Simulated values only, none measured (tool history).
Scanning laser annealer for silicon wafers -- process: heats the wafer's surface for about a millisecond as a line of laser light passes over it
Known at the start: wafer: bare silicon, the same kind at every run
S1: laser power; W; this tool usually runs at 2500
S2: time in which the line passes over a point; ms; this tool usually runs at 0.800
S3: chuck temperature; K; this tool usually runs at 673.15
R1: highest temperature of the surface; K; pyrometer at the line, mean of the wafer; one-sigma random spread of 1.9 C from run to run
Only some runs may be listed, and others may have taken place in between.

run,hour,S1,S2,S3,R1
1,0.0,2500,0.800,673.15,1404.15
2,87.7,2500,0.800,688.15,1419.15
3,169.8,2500,0.800,641.15,1376.15
4,211.4,2500,0.800,641.15,1371.15
5,256.3,2500,0.800,641.15,1372.15
6,322.5,2500,0.800,673.15,1406.15
7,371.6,2668,0.800,673.15,1470.15
8,434.2,2668,0.800,673.15,1473.15
9,512.7,2668,0.800,673.15,1472.15
10,571.4,2500,0.800,673.15,1406.15
11,635.2,2500,0.800,673.15,1404.15
12,707.1,2500,0.800,673.15,1406.15
13,767.6,2500,0.800,707.15,1439.15
14,814.2,2500,0.800,707.15,1441.15
15,894.5,2500,0.800,658.15,1388.15
16,967.6,2500,0.800,644.15,1375.15
17,1044.7,2500,0.800,644.15,1375.15
18,1099.5,2500,0.800,673.15,1404.15
19,1142.8,2500,0.800,673.15,1406.15
20,1183.6,2500,0.800,673.15,1401.15
21,1254.1,2500,0.800,673.15,1405.15
22,1303.4,2291,0.616,657.15,1216.15
23,1390.7,2291,0.616,657.15,1215.15
24,1474.8,2291,0.616,657.15,1216.15
25,1534.1,2708,0.569,641.15,1307.15
26,1584.4,2273,0.722,673.15,1281.15
27,1627.6,2273,0.663,673.15,1250.15
28,1688.8,2273,0.663,673.15,1251.15
29,1754.9,2273,0.910,702.15,1398.15
30,1833.2,2697,0.568,708.15,1374.15
31,1904.4,2697,0.568,708.15,1372.15
32,1946.6,2506,0.869,679.15,1454.15
33,1992.3,2506,0.869,679.15,1453.15
34,2061.9,2500,0.800,682.15,1415.15
35,2101.2,2500,0.800,682.15,1414.15
36,2187.4,2500,0.684,681.15,1348.15
37,2244.8,2151,0.684,681.15,1226.15
38,2323.4,2573,0.561,673.15,1292.15
39,2406.4,2532,0.575,707.15,1318.15
40,2495.3,2500,0.861,691.15,1456.15
41,2534.3,2559,0.800,707.15,1463.15
42,2622.5,2365,0.800,673.15,1353.15

Taken out of this log: 4 entries between the listed runs. Where each belongs, and how the hidden state differs across it:
Between runs 1 and 2: optics aligned, line set to its width (hour 13.2)
  light that passes the window, % of a clean one's: 100 -> 99.99; width of the line over the set one, %: 0.05 -> 0
Between runs 18 and 19: window over the wafer cleaned (hour 1124.7)
  light that passes the window, % of a clean one's: 99.97 -> 100; laser's true power over the reading, %: -0.02 -> -0.03
Between runs 27 and 28: optics aligned, line set to its width (hour 1658.2)
  width of the line over the set one, %: 0.04 -> 0
Between runs 38 and 39: window over the wafer cleaned (hour 2329.8)
  light that passes the window, % of a clean one's: 99.97 -> 100
